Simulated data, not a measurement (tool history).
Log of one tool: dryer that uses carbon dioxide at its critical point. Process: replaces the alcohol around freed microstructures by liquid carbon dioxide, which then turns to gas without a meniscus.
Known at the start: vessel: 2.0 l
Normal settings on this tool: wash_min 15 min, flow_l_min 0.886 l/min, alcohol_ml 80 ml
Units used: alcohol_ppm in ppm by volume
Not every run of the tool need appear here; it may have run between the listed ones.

{"run": 1, "hour": 0.0, "wash_min": 15, "flow_l_min": 0.886, "alcohol_ml": 80, "alcohol_ppm": 160}
{"run": 2, "hour": 19.7, "wash_min": 15, "flow_l_min": 0.886, "alcohol_ml": 80, "alcohol_ppm": 162}
{"run": 3, "hour": 37.7, "wash_min": 15, "flow_l_min": 0.886, "alcohol_ml": 25, "alcohol_ppm": 75}
{"run": 4, "hour": 71.3, "wash_min": 17, "flow_l_min": 0.886, "alcohol_ml": 80, "alcohol_ppm": 95}
{"run": 5, "hour": 92.9, "wash_min": 17, "flow_l_min": 0.886, "alcohol_ml": 80, "alcohol_ppm": 105}
{"run": 6, "hour": 118.0, "wash_min": 17, "flow_l_min": 1.349, "alcohol_ml": 80, "alcohol_ppm": 30}
{"run": 7, "hour": 158.6, "wash_min": 17, "flow_l_min": 1.349, "alcohol_ml": 80, "alcohol_ppm": 47}
{"run": 8, "hour": 187.4, "wash_min": 17, "flow_l_min": 0.988, "alcohol_ml": 80, "alcohol_ppm": 95}
{"run": 9, "hour": 205.7, "wash_min": 17, "flow_l_min": 0.988, "alcohol_ml": 80, "alcohol_ppm": 93}
{"run": 10, "hour": 226.5, "wash_min": 9, "flow_l_min": 0.988, "alcohol_ml": 80, "alcohol_ppm": 1169}
{"run": 11, "hour": 244.4, "wash_min": 9, "flow_l_min": 0.988, "alcohol_ml": 80, "alcohol_ppm": 1240}
{"run": 12, "hour": 261.7, "wash_min": 9, "flow_l_min": 0.988, "alcohol_ml": 80, "alcohol_ppm": 1231}
{"run": 13, "hour": 287.7, "wash_min": 12, "flow_l_min": 0.886, "alcohol_ml": 80, "alcohol_ppm": 665}
{"run": 14, "hour": 328.0, "wash_min": 12, "flow_l_min": 0.886, "alcohol_ml": 80, "alcohol_ppm": 691}
{"run": 15, "hour": 350.6, "wash_min": 15, "flow_l_min": 0.886, "alcohol_ml": 80, "alcohol_ppm": 295}
{"run": 16, "hour": 390.2, "wash_min": 15, "flow_l_min": 0.886, "alcohol_ml": 80, "alcohol_ppm": 299}
{"run": 17, "hour": 409.1, "wash_min": 15, "flow_l_min": 0.886, "alcohol_ml": 80, "alcohol_ppm": 324}
{"run": 18, "hour": 430.0, "wash_min": 15, "flow_l_min": 0.886, "alcohol_ml": 80, "alcohol_ppm": 320}
{"hour": 453.0, "done": "inlet filter changed"}
{"run": 19, "hour": 473.5, "wash_min": 10, "flow_l_min": 0.882, "alcohol_ml": 115, "alcohol_ppm": 1431}
{"run": 20, "hour": 510.1, "wash_min": 10, "flow_l_min": 0.882, "alcohol_ml": 115, "alcohol_ppm": 1452}
{"run": 21, "hour": 549.7, "wash_min": 14, "flow_l_min": 0.683, "alcohol_ml": 115, "alcohol_ppm": 1092}
{"run": 22, "hour": 577.4, "wash_min": 15, "flow_l_min": 1.173, "alcohol_ml": 59, "alcohol_ppm": 127}
{"run": 23, "hour": 604.4, "wash_min": 15, "flow_l_min": 1.173, "alcohol_ml": 59, "alcohol_ppm": 124}
{"run": 24, "hour": 637.8, "wash_min": 15, "flow_l_min": 1.173, "alcohol_ml": 59, "alcohol_ppm": 139}
{"run": 25, "hour": 661.2, "wash_min": 15, "flow_l_min": 1.173, "alcohol_ml": 59, "alcohol_ppm": 131}
{"run": 26, "hour": 699.5, "wash_min": 15, "flow_l_min": 0.928, "alcohol_ml": 21, "alcohol_ppm": 159}
{"run": 27, "hour": 719.5, "wash_min": 15, "flow_l_min": 0.928, "alcohol_ml": 21, "alcohol_ppm": 159}
{"run": 28, "hour": 754.2, "wash_min": 9, "flow_l_min": 0.563, "alcohol_ml": 21, "alcohol_ppm": 1482}
{"run": 29, "hour": 774.5, "wash_min": 21, "flow_l_min": 0.886, "alcohol_ml": 53, "alcohol_ppm": 147}
{"run": 30, "hour": 802.8, "wash_min": 21, "flow_l_min": 0.886, "alcohol_ml": 53, "alcohol_ppm": 148}
{"run": 31, "hour": 836.8, "wash_min": 11, "flow_l_min": 0.886, "alcohol_ml": 80, "alcohol_ppm": 974}
{"run": 32, "hour": 860.7, "wash_min": 24, "flow_l_min": 0.974, "alcohol_ml": 43, "alcohol_ppm": 154}
{"run": 33, "hour": 882.5, "wash_min": 24, "flow_l_min": 0.974, "alcohol_ml": 43, "alcohol_ppm": 149}
{"run": 34, "hour": 924.4, "wash_min": 13, "flow_l_min": 0.768, "alcohol_ml": 87, "alcohol_ppm": 1050}
{"run": 35, "hour": 963.6, "wash_min": 13, "flow_l_min": 0.768, "alcohol_ml": 87, "alcohol_ppm": 1089}

What would each run have given without the hidden state, its run-to-run variation left as it was?
The hidden state here: flow that reaches the vessel past the clogged filter, %; alcohol in the recycled carbon dioxide, ppm; drift of the gauge itself on alcohol_ppm, %.
run=1 alcohol_ppm=137
run=2 alcohol_ppm=132
run=3 alcohol_ppm=54
run=4 alcohol_ppm=60
run=5 alcohol_ppm=65
run=6 alcohol_ppm=2
run=7 alcohol_ppm=12
run=8 alcohol_ppm=42
run=9 alcohol_ppm=36
run=10 alcohol_ppm=860
run=11 alcohol_ppm=897
run=12 alcohol_ppm=879
run=13 alcohol_ppm=420
run=14 alcohol_ppm=415
run=15 alcohol_ppm=137
run=16 alcohol_ppm=125
run=17 alcohol_ppm=141
run=18 alcohol_ppm=126
run=19 alcohol_ppm=1303
run=20 alcohol_ppm=1282
run=21 alcohol_ppm=902
run=22 alcohol_ppm=27
run=23 alcohol_ppm=19
run=24 alcohol_ppm=26
run=25 alcohol_ppm=16
run=26 alcohol_ppm=36
run=27 alcohol_ppm=28
run=28 alcohol_ppm=1166
run=29 alcohol_ppm=15
run=30 alcohol_ppm=13
run=31 alcohol_ppm=588
run=32 alcohol_ppm=15
run=33 alcohol_ppm=8
run=34 alcohol_ppm=578
run=35 alcohol_ppm=575

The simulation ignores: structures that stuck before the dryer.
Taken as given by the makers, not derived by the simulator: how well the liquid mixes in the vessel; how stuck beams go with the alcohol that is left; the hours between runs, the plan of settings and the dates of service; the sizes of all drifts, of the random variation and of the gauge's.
